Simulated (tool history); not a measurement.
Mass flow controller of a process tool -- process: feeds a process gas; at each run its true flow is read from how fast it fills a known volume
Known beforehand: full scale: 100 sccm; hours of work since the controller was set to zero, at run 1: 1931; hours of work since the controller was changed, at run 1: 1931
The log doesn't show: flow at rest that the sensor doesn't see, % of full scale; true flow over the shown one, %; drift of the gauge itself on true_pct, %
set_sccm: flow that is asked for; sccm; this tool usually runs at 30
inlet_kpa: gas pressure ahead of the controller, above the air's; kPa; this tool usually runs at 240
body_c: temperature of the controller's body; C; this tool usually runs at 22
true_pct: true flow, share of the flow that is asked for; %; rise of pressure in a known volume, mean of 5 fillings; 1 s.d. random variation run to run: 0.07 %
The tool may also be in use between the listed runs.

run    hour  set_sccm  inlet_kpa  body_c  hours of work since the controller was set to zero  hours of work since the controller was changed  true_pct
  1     0.0        30        240      22                                                1931                                            1931     98.37
  2   188.2        30        240      22                                                2038                                            2038     98.14
  3   378.8        21        240      22                                                2146                                            2146     97.74
  4   561.3        21        240      22                                                2250                                            2250     97.67
  5   734.0        28        240      22                                                2348                                            2348     97.70
  6   963.5        30        240      22                                                2479                                            2479     97.68
  7  1074.2        30        240      22                                                2542                                            2542     97.50
  8  1195.5        76        240      22                                                2611                                            2611     98.62
  9  1378.9        12        240      22                                                2715                                            2715     96.79
 10  1597.5        12        240      22                                                2840                                            2840     96.69
 11  1754.2        12        240      22                                                2929                                            2929     96.59
 12  1947.6        12        240      22                                                3039                                            3039     96.41
 13  2074.0        12        240      22                                                3111                                            3111     96.27
 14  2270.9        15        240      22                                                3223                                            3223     96.16
 15  2435.4        45        211      37                                                3317                                            3317     97.36
 16  2565.8        22        240      25                                                3391                                            3391     96.37
 17  2738.5        22        240      25                                                3489                                            3489     96.20
 18  2881.9        22        240      25                                                3571                                            3571     96.22
 19  3004.9        11        160      24                                                3641                                            3641     95.40
 20  3205.7        11        160      24                                                3755                                            3755     95.05
 21  3375.5        11        160      24                                                3852                                            3852     95.12
 22  3507.5        17        252      31                                                3927                                            3927     95.84
     3675.8  -- gauge calibrated
 23  3685.5        17        252      31                                                4028                                            4028     98.54
 24  3884.3        30        211      22                                                4141                                            4141     97.90
 25  4107.6        12        245      32                                                4268                                            4268     97.98
 26  4303.8        13        146      22                                                4380                                            4380     96.99
 27  4434.0        13        146      22                                                4454                                            4454     96.90
 28  4581.1        46        262      25                                                4538                                            4538     98.28

Entry by entry between the runs, the difference in hidden state between the last listed run before and the first listed run after:
Runs 22 to 23: gauge calibrated (hour 3675.8)
  drift of the gauge itself on true_pct, %: -2.67 -> -0.01
  what was measured, less what the result would be without the hidden state, true_pct: -2.62 -> +0.00 %
